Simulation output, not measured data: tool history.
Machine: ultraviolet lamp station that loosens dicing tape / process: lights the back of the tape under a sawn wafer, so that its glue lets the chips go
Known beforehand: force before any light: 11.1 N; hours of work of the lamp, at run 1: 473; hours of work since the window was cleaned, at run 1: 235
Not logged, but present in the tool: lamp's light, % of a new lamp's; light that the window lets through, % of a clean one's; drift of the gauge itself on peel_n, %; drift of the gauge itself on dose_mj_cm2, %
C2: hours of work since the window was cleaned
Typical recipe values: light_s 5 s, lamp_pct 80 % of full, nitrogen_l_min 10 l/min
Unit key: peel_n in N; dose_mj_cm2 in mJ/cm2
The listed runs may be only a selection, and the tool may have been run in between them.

Run 1, hour 0.0: usual settings; hours of work of the lamp 473; C2 235. Result: peel_n 1.994 N, dose_mj_cm2 290 mJ/cm2.
Run 2, hour 31.1: usual settings; hours of work of the lamp 487; C2 249. Result: peel_n 1.947 N, dose_mj_cm2 287 mJ/cm2.
Run 3, hour 55.2: usual settings but light_s 9 s; hours of work of the lamp 498; C2 260. Result: peel_n 0.648 N, dose_mj_cm2 511 mJ/cm2.
Run 4, hour 79.4: usual settings; hours of work of the lamp 509; C2 271. Result: peel_n 2.094 N, dose_mj_cm2 280 mJ/cm2.
Run 5, hour 100.0: usual settings; hours of work of the lamp 519; C2 281. Result: peel_n 2.115 N, dose_mj_cm2 277 mJ/cm2.
Run 6, hour 131.5: usual settings but lamp_pct 72 % of full; hours of work of the lamp 533; C2 295. Result: peel_n 2.536 N, dose_mj_cm2 252 mJ/cm2.
Run 7, hour 147.5: usual settings but lamp_pct 72 % of full; hours of work of the lamp 541; C2 302. Result: peel_n 2.530 N, dose_mj_cm2 252 mJ/cm2.
Run 8, hour 164.8: usual settings but lamp_pct 72 % of full; hours of work of the lamp 548; C2 310. Result: peel_n 2.582 N, dose_mj_cm2 246 mJ/cm2.
Run 9, hour 187.1: usual settings but lamp_pct 72 % of full; hours of work of the lamp 559; C2 320. Result: peel_n 2.546 N, dose_mj_cm2 243 mJ/cm2.
Run 10, hour 218.5: usual settings but light_s 3 s, lamp_pct 63 % of full; hours of work of the lamp 573; C2 335. Result: peel_n 5.186 N, dose_mj_cm2 124 mJ/cm2.
Run 11, hour 240.7: usual settings but light_s 3 s, lamp_pct 63 % of full; hours of work of the lamp 583; C2 345. Result: peel_n 5.039 N, dose_mj_cm2 126 mJ/cm2.
Run 12, hour 266.0: usual settings but light_s 6 s, lamp_pct 81 % of full, nitrogen_l_min 5 l/min; hours of work of the lamp 595; C2 356. Result: peel_n 2.191 N, dose_mj_cm2 326 mJ/cm2.
Run 13, hour 294.4: usual settings but light_s 6 s, lamp_pct 81 % of full, nitrogen_l_min 5 l/min; hours of work of the lamp 608; C2 369. Result: peel_n 2.175 N, dose_mj_cm2 317 mJ/cm2.

Had the tool no unlogged condition, and each run kept its random variation, what would the results have been?
run  peel_n  dose_mj_cm2
  1   1.327          364
  2   1.276          363
  3   0.374          653
  4   1.339          361
  5   1.338          358
  6   1.642          328
  7   1.625          331
  8   1.649          325
  9   1.609          324
 10   3.996          167
 11   3.862          171
 12   1.268          443
 13   1.244          437
